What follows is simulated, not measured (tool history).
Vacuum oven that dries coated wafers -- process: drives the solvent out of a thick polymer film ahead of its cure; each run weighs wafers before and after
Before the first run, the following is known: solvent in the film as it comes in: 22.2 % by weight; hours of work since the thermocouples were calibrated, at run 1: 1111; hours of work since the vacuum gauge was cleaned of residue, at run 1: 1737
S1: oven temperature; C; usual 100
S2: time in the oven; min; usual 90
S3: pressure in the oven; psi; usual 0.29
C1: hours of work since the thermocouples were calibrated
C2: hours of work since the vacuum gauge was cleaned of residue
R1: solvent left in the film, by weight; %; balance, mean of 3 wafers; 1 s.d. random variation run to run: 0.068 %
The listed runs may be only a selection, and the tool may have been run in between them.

run 1 hour=0 | S1=100 S2=90 S3=0.29 | C1=1111 C2=1737 | R1=5.7
run 2 hour=92 | S1=100 S2=90 S3=0.29 | C1=1166 C2=1792 | R1=5.69
-- hour=167.2 oven's thermocouples calibrated
run 3 hour=178.2 | S1=100 S2=90 S3=0.29 | C1=7 C2=1843 | R1=5.08
run 4 hour=276.1 | S1=88 S2=90 S3=0.29 | C1=66 C2=1902 | R1=10.33
run 5 hour=364 | S1=111 S2=90 S3=0.29 | C1=118 C2=1955 | R1=1.86
run 6 hour=433.4 | S1=86 S2=90 S3=0.29 | C1=160 C2=1997 | R1=11.62
run 7 hour=545.7 | S1=100 S2=149 S3=0.29 | C1=228 C2=2064 | R1=2.97
run 8 hour=593.5 | S1=100 S2=149 S3=0.287 | C1=256 C2=2093 | R1=3.07
run 9 hour=682.4 | S1=100 S2=90 S3=0.29 | C1=310 C2=2146 | R1=5.44
run 10 hour=775.9 | S1=114 S2=90 S3=0.29 | C1=366 C2=2203 | R1=1.51
run 11 hour=822.7 | S1=87 S2=67 S3=0.29 | C1=394 C2=2231 | R1=12.43
run 12 hour=916.5 | S1=100 S2=68 S3=0.47 | C1=451 C2=2287 | R1=7.55
run 13 hour=977.1 | S1=96 S2=53 S3=0.157 | C1=487 C2=2324 | R1=10.04
run 14 hour=1080.6 | S1=87 S2=67 S3=0.38 | C1=549 C2=2386 | R1=12.97
run 15 hour=1177.9 | S1=98 S2=117 S3=0.168 | C1=608 C2=2444 | R1=4.4
run 16 hour=1251.7 | S1=98 S2=117 S3=0.168 | C1=652 C2=2489 | R1=4.47
run 17 hour=1307.2 | S1=102 S2=152 S3=0.183 | C1=686 C2=2522 | R1=2.25
run 18 hour=1392.6 | S1=99 S2=94 S3=0.29 | C1=737 C2=2574 | R1=5.74
run 19 hour=1446.4 | S1=99 S2=94 S3=0.29 | C1=769 C2=2606 | R1=5.91
run 20 hour=1519.2 | S1=115 S2=147 S3=0.203 | C1=813 C2=2650 | R1=1.01

Entry by entry between the runs, the difference in hidden state between the last listed run before and the first listed run after:
Between runs 2 and 3: oven's thermocouples calibrated (hour 167.2)
  true wafer temperature over the reading, C: -1.7 -> -0.1; true pressure over the reading, kPa: 0.838 -> 0.861
  what was measured, less what the result would be without the hidden state, R1: +1.11 -> +0.46 %
